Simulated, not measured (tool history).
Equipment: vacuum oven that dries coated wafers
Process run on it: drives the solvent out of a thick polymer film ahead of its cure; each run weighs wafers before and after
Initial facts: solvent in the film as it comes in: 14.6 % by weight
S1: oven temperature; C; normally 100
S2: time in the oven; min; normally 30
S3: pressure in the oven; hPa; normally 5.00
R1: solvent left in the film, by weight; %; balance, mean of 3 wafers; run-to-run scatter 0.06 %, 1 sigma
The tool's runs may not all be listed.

| run | hour | S1 | S2 | S3 | R1 |
|---|---|---|---|---|---|
| 1 | 0.0 | 100 | 30 | 5.00 | 3.32 |
| 2 | 56.1 | 100 | 30 | 5.00 | 3.33 |
| 3 | 155.2 | 100 | 30 | 5.00 | 3.32 |
| 4 | 263.7 | 100 | 30 | 5.00 | 3.41 |
| 5 | 373.4 | 100 | 30 | 5.00 | 3.34 |
| 6 | 491.6 | 100 | 30 | 5.00 | 3.36 |
| 7 | 612.3 | 100 | 24 | 5.00 | 4.44 |
| 8 | 670.7 | 100 | 24 | 5.00 | 4.40 |
| 9 | 748.5 | 100 | 24 | 5.00 | 4.39 |
| 10 | 857.1 | 100 | 30 | 3.87 | 3.33 |
| 11 | 978.3 | 100 | 30 | 3.87 | 3.33 |
| 12 | 1075.6 | 100 | 30 | 5.00 | 3.28 |
| 13 | 1198.0 | 103 | 30 | 5.00 | 2.66 |
| 14 | 1287.9 | 103 | 30 | 5.00 | 2.59 |
| 15 | 1348.4 | 100 | 16 | 5.00 | 6.05 |
| 16 | 1451.5 | 100 | 16 | 5.00 | 6.08 |
| 17 | 1573.8 | 100 | 33 | 5.00 | 2.98 |
| 18 | 1661.0 | 100 | 33 | 5.00 | 2.97 |
| 19 | 1712.3 | 100 | 33 | 5.00 | 3.06 |
| 20 | 1769.9 | 100 | 33 | 5.00 | 3.00 |
|  | 1830.6 | oven's thermocouples calibrated |
| 21 | 1863.5 | 100 | 33 | 5.00 | 3.01 |
| 22 | 1928.4 | 100 | 30 | 5.00 | 3.36 |
| 23 | 2034.9 | 100 | 30 | 5.00 | 3.44 |
| 24 | 2102.4 | 114 | 51 | 2.64 | 0.08 |
| 25 | 2205.5 | 114 | 51 | 2.64 | 0.12 |
| 26 | 2286.1 | 114 | 29 | 19.66 | 1.00 |
| 27 | 2345.6 | 98 | 16 | 8.41 | 6.70 |
| 28 | 2417.6 | 98 | 16 | 8.41 | 6.66 |
|  | 2495.7 | vacuum gauge cleaned of residue and calibrated |
| 29 | 2495.7 | 105 | 24 | 5.00 | 2.96 |
| 30 | 2597.2 | 105 | 24 | 15.25 | 3.21 |
| 31 | 2706.7 | 110 | 24 | 12.49 | 1.82 |
| 32 | 2811.0 | 97 | 20 | 8.13 | 6.12 |
| 33 | 2905.5 | 100 | 48 | 6.55 | 1.63 |
| 34 | 3013.2 | 100 | 48 | 6.55 | 1.79 |
| 35 | 3106.8 | 100 | 48 | 6.55 | 1.60 |
| 36 | 3208.6 | 92 | 48 | 10.05 | 3.98 |
| 37 | 3269.6 | 92 | 48 | 10.05 | 3.96 |
| 38 | 3358.1 | 104 | 28 | 17.57 | 2.97 |
| 39 | 3456.1 | 104 | 28 | 17.57 | 2.90 |
| 40 | 3532.9 | 98 | 28 | 17.57 | 4.51 |
| 41 | 3625.7 | 85 | 52 | 2.93 | 5.50 |
| 42 | 3703.8 | 95 | 25 | 17.50 | 5.96 |
| 43 | 3821.0 | 95 | 22 | 5.91 | 6.29 |
| 44 | 3934.3 | 100 | 22 | 5.00 | 4.71 |
| 45 | 4024.8 | 100 | 22 | 5.00 | 4.72 |
| 46 | 4104.7 | 100 | 22 | 5.00 | 4.84 |

Each row is a separate what-if for the run after 46, all from the same tool condition, not one after another. Results?
| A | 4180.3 | 109 | 21 | 5.00 | ? |
| B | 4180.3 | 87 | 21 | 5.00 | ? |
| C | 4180.3 | 97 | 40 | 10.50 | ? |
| D | 4180.3 | 100 | 23 | 3.26 | ? |
| E | 4180.3 | 93 | 16 | 2.70 | ? |

| run | R1 |
|---|---|
| A | 2.49 |
| B | 8.50 |
| C | 3.20 |
| D | 4.58 |
| E | 7.87 |
Stripped of hidden state, with their random variation kept, the same runs would have yielded:
| run | R1 |
|---|---|
| A | 2.47 |
| B | 8.48 |
| C | 3.18 |
| D | 4.56 |
| E | 7.86 |
